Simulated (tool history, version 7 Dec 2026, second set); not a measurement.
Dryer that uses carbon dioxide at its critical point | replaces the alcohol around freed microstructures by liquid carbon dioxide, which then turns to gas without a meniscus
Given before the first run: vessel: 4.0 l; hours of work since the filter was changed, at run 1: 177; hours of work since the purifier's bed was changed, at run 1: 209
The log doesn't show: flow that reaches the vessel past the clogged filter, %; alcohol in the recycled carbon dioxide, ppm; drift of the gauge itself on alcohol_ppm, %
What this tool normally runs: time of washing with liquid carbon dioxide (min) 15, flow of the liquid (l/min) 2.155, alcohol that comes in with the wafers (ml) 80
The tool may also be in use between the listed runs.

run   hour  time of washing with liquid carbon dioxide (min)  flow of the liquid (l/min)  alcohol that comes in with the wafers (ml)  hours of work since the filter was changed  hours of work since the purifier's bed was changed  alcohol left in the vessel before it's heated (ppm by volume)
  1    0.0                                                15                       2.155                                          80                                         177                                                 209                                                            121
  2   12.9                                                15                       2.155                                          80                                         184                                                 216                                                            118
  3   30.1                                                 9                       2.155                                          80                                         193                                                 225                                                            614
  4   40.6                                                 9                       2.155                                          92                                         199                                                 231                                                            717
  5   55.4                                                 9                       2.155                                          83                                         207                                                 239                                                            668
  6   64.7                                                 9                       2.155                                          83                                         212                                                 244                                                            691
  7   77.9                                                 9                       2.155                                          83                                         219                                                 251                                                            701
  8   98.7                                                19                       2.155                                          80                                         231                                                 263                                                             94
  9  116.2                                                19                       2.155                                          80                                         240                                                 272                                                             96
 10  130.9                                                19                       2.155                                          80                                         248                                                 280                                                            108
     134.6  -- inlet filter changed
 11  144.1                                                19                       2.155                                          80                                           5                                                 287                                                             87
 12  161.6                                                15                       1.860                                          80                                          15                                                 297                                                            147
 13  177.0                                                15                       1.860                                          80                                          23                                                 305                                                            155
 14  190.1                                                11                       2.155                                          80                                          30                                                 312                                                            232
 15  206.2                                                15                       2.155                                          80                                          39                                                 321                                                            125
 16  224.4                                                14                       2.380                                          76                                          49                                                 331                                                            116
 17  234.0                                                14                       2.380                                          76                                          54                                                 336                                                            122
 18  252.0                                                14                       2.380                                          76                                          64                                                 346                                                            126
 19  267.4                                                15                       1.390                                          61                                          72                                                 354                                                            337
 20  283.9                                                15                       1.390                                          93                                          81                                                 363                                                            452
 21  302.4                                                11                       2.220                                          25                                          91                                                 373                                                            164
 22  320.5                                                12                       2.560                                         101                                         101                                                 383                                                            181
 23  341.0                                                16                       2.040                                          54                                         112                                                 394                                                            146
 24  361.4                                                16                       2.040                                          54                                         124                                                 405                                                            144
 25  377.1                                                15                       2.290                                          89                                         132                                                 414                                                            165
 26  394.3                                                15                       3.370                                          45                                         142                                                 423                                                            139
 27  408.3                                                19                       3.110                                          24                                         149                                                 431                                                            144
 28  423.0                                                13                       1.710                                          59                                         157                                                 439                                                            358
 29  442.9                                                13                       1.710                                          59                                         168                                                 450                                                            356

Predict each of these 4 candidate next runs independently; none follows another, all start after run 29:
  A  463.5                                                13                       1.410                                          59                                         179                                                 461                                                              ?
  B  463.5                                                11                       2.160                                          69                                         179                                                 461                                                              ?
  C  463.5                                                13                       1.710                                          22                                         179                                                 461                                                              ?
  D  463.5                                                13                       2.360                                          59                                         179                                                 461                                                              ?

run  alcohol left in the vessel before it's heated (ppm by volume)
  A                                                            590
  B                                                            347
  C                                                            231
  D                                                            192
Take away the tool's hidden state, keep each run's random variation, and the runs would have read:
run  alcohol left in the vessel before it's heated (ppm by volume)
  A                                                            274
  B                                                            104
  C                                                             49
  D                                                             23
